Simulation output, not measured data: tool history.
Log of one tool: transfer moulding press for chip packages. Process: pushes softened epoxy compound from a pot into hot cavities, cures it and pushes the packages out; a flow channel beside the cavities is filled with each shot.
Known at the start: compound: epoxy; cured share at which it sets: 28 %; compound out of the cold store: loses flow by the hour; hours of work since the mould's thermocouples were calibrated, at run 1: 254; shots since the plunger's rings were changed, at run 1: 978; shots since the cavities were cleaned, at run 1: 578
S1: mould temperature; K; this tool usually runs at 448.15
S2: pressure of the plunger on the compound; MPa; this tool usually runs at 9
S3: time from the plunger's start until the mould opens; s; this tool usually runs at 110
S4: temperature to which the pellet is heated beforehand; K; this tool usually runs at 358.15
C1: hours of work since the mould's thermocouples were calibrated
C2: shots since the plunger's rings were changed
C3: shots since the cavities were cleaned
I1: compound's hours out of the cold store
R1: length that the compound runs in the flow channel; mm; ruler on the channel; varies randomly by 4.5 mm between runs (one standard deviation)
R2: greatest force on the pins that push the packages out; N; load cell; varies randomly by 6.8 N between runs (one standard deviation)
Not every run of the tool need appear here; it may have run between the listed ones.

run,hour,S1,S2,S3,S4,C1,C2,C3,I1,R1,R2
1,0,448.15,9,110,358.15,254,978,578,17,665,279
2,6.6,444.15,9,110,358.15,258,1056,656,15.2,670,307
3,14.1,456.15,9,110,358.15,264,1146,746,40,575,264
4,23,456.15,9,110,358.15,270,1250,850,32.2,604,269
5,27.9,456.15,9,110,358.15,273,1310,910,13.2,661,269
6,38.3,456.15,9,110,358.15,280,1433,1033,20.4,638,266
7,47.1,450.15,9,110,358.15,286,1536,1136,11.2,677,274
# hour 51.4: cavities cleaned with cleaning compound and waxed
8,59.8,448.15,9,110,358.15,293,1670,101,40.8,592,275
9,66.4,446.15,9.03,119,354.15,298,1747,178,13.7,678,278
10,72.6,451.15,10.14,110,358.15,302,1822,253,19.1,694,265
11,81.2,451.15,10.14,110,352.15,308,1923,354,25.2,674,263
12,90.6,448.15,10.99,110,357.15,314,2035,466,34.5,675,283
13,97.4,448.15,10.99,110,357.15,319,2116,547,33.1,680,265
14,107.6,455.15,7.57,103,358.15,326,2236,667,41.8,531,265
15,118.6,448.15,9,110,354.15,333,2367,798,38.2,592,285
16,126.7,443.15,8.61,110,358.15,339,2462,893,32.4,604,313

Entry by entry between the runs, the difference in hidden state between the last listed run before and the first listed run after:
Runs 7 to 8: cavities cleaned with cleaning compound and waxed (hour 51.4)
  pressure that reaches the compound, % of what is set: 99.88 -> 99.87; grip of the stained cavities, % over clean ones': 1.8 -> 0.3

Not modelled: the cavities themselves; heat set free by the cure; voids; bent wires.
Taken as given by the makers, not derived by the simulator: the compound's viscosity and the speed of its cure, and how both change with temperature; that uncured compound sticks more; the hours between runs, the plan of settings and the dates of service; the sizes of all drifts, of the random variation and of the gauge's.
